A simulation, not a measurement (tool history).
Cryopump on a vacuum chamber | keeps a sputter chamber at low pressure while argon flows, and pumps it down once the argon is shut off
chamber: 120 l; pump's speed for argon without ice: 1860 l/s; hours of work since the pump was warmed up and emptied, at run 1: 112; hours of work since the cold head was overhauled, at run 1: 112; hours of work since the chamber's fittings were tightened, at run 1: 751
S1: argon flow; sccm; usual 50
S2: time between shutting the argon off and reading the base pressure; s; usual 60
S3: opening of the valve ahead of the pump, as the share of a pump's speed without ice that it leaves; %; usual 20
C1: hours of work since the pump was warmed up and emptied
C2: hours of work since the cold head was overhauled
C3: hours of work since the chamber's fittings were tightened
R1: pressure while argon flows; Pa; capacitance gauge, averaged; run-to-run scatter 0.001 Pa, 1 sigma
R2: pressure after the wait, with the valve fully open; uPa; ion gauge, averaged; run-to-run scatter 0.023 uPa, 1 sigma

| run | hour | S1 | S2 | S3 | C1 | C2 | C3 | R1 | R2 |
|---|---|---|---|---|---|---|---|---|---|
| 1 | 0.0 | 50 | 60 | 20 | 112 | 112 | 751 | 0.2311 | 1.12 |
| 2 | 17.0 | 50 | 60 | 20 | 121 | 121 | 760 | 0.2293 | 1.08 |
| 3 | 31.6 | 50 | 60 | 20 | 128 | 128 | 767 | 0.2304 | 1.10 |
| 4 | 45.7 | 50 | 60 | 20 | 135 | 135 | 774 | 0.2310 | 1.17 |
| 5 | 61.2 | 50 | 60 | 20 | 143 | 143 | 782 | 0.2308 | 1.14 |
| 6 | 79.2 | 50 | 60 | 20 | 152 | 152 | 791 | 0.2324 | 1.14 |
| 7 | 92.6 | 50 | 60 | 20 | 159 | 159 | 798 | 0.2317 | 1.13 |
| 8 | 105.2 | 50 | 60 | 20 | 165 | 165 | 804 | 0.2326 | 1.13 |
| 9 | 129.0 | 50 | 60 | 54 | 177 | 177 | 816 | 0.0887 | 1.21 |
| 10 | 148.4 | 50 | 60 | 54 | 187 | 187 | 826 | 0.0901 | 1.10 |
| 11 | 160.5 | 50 | 60 | 54 | 193 | 193 | 832 | 0.0911 | 1.14 |
| 12 | 184.1 | 50 | 39 | 20 | 205 | 205 | 844 | 0.2322 | 1.53 |
| 13 | 198.2 | 50 | 39 | 20 | 212 | 212 | 851 | 0.2348 | 1.55 |
| 14 | 212.0 | 50 | 196 | 20 | 219 | 219 | 858 | 0.2340 | 0.74 |
| 15 | 226.5 | 50 | 196 | 20 | 226 | 226 | 865 | 0.2338 | 0.72 |
| 16 | 239.1 | 74 | 235 | 27 | 233 | 233 | 872 | 0.2603 | 0.72 |
| 17 | 261.2 | 74 | 235 | 27 | 244 | 244 | 883 | 0.2595 | 0.76 |
| 18 | 282.8 | 74 | 235 | 29 | 255 | 255 | 894 | 0.2444 | 0.75 |
| 19 | 294.9 | 79 | 60 | 33 | 261 | 261 | 900 | 0.2294 | 1.21 |
| 20 | 310.7 | 50 | 27 | 20 | 269 | 269 | 908 | 0.2360 | 2.03 |
| 21 | 332.9 | 28 | 27 | 21 | 280 | 280 | 919 | 0.1264 | 2.02 |
| 22 | 352.0 | 97 | 31 | 20 | 289 | 289 | 929 | 0.4610 | 1.85 |
| 23 | 376.2 | 97 | 31 | 20 | 302 | 302 | 941 | 0.4618 | 1.84 |
| 24 | 393.6 | 32 | 113 | 42 | 310 | 310 | 950 | 0.0755 | 0.95 |
| 25 | 419.6 | 35 | 185 | 42 | 323 | 323 | 963 | 0.0839 | 0.85 |
| 26 | 435.1 | 58 | 149 | 31 | 331 | 331 | 970 | 0.1833 | 0.90 |

For some of the steps in R1 from one run to the next: how much would appear even if the tool had no hidden state, given the settings, what came in and random variation, and how much remains for the hidden state plus any gauge scatter that the measured result and the result without hidden state don't share?
Hidden state present: pump's speed, % of a pump's without ice; cold plate's temperature, K; leak into the chamber, uPa l/s; drift of the gauge itself on working_pa, %; drift of the gauge itself on base_upa, %.
Run 21 -> 22: S1 28 -> 97, S2 27 -> 31, S3 21 -> 20. R1 +0.3346 Pa: hidden state +0.0130, all else +0.3216.
Run 23 -> 24: S1 97 -> 32, S2 31 -> 113, S3 20 -> 42. R1 -0.3863 Pa: hidden state -0.0125, all else -0.3738.

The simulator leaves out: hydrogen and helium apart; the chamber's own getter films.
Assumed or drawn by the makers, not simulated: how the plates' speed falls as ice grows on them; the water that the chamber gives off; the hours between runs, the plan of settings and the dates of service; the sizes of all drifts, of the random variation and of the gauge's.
